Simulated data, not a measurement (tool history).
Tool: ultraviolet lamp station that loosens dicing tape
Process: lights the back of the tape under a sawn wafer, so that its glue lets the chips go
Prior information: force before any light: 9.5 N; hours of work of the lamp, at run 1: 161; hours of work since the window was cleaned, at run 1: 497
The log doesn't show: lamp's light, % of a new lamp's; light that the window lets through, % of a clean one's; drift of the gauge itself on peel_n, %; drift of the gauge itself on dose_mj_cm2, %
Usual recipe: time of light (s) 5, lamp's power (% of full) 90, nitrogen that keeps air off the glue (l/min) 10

run	hour	time of light (s)	lamp's power (% of full)	nitrogen that keeps air off the glue (l/min)	hours of work of the lamp	hours of work since the window was cleaned	force that peels the tape off (N)	light that reached the tape (mJ/cm2)
1	0.0	5	90	10	161	497	0.477	502
2	14.6	5	87	10	168	503	0.534	485
3	30.8	5	87	10	175	511	0.533	486
4	50.1	5	87	10	184	519	0.540	483
5	63.3	5	87	10	190	525	0.529	483
6	84.2	5	87	10	199	535	0.537	485
7	97.7	2	90	10	206	541	2.727	202
8	117.6	5	90	10	215	550	0.492	503
9	128.3	5	90	11	219	555	0.458	504
10	149.7	5	90	11	229	565	0.448	500
11	166.5	5	90	11	237	572	0.457	505
12	180.2	5	90	10	243	578	0.498	502
13	201.6	5	90	5	253	588	0.803	499
14	219.2	5	90	5	261	596	0.787	505
15	229.8	5	90	5	265	601	0.826	502
16	246.1	5	90	5	273	608	0.827	505
17	261.9	5	90	5	280	616	0.829	502
18	277.2	3	68	5	287	622	2.994	225
19	292.7	3	68	5	294	630	3.023	229
20	304.7	5	90	5	299	635	0.801	502
21	325.2	5	90	4	309	644	0.975	507
22	342.0	5	90	4	316	652	0.968	498
23	359.8	3	94	3	324	660	2.493	313
24	375.7	8	79	3	332	667	0.579	707
25	390.4	8	99	5	338	674	0.238	884
# hour 403.1: window cleaned of glue's vapour
26	403.3	5	100	10	344	0	0.381	555
27	421.8	2	90	13	352	8	2.389	200
28	430.7	3	63	17	356	13	2.025	209
29	446.2	5	90	12	363	20	0.436	504

Below are 4 alternative next runs, each starting from the tool's condition after run 29. Predict each:
A	456.1	5	90	6	368	24	?	?
B	456.1	3	90	10	368	24	?	?
C	456.1	5	79	18	368	24	?	?
D	456.1	5	81	9	368	24	?	?

run	force that peels the tape off (N)	light that reached the tape (mJ/cm2)
A	0.734	503
B	1.430	306
C	0.444	442
D	0.648	461
Without the tool's unlogged condition, the same runs would have read:
run	force that peels the tape off (N)	light that reached the tape (mJ/cm2)
A	0.732	503
B	1.427	306
C	0.443	443
D	0.647	461

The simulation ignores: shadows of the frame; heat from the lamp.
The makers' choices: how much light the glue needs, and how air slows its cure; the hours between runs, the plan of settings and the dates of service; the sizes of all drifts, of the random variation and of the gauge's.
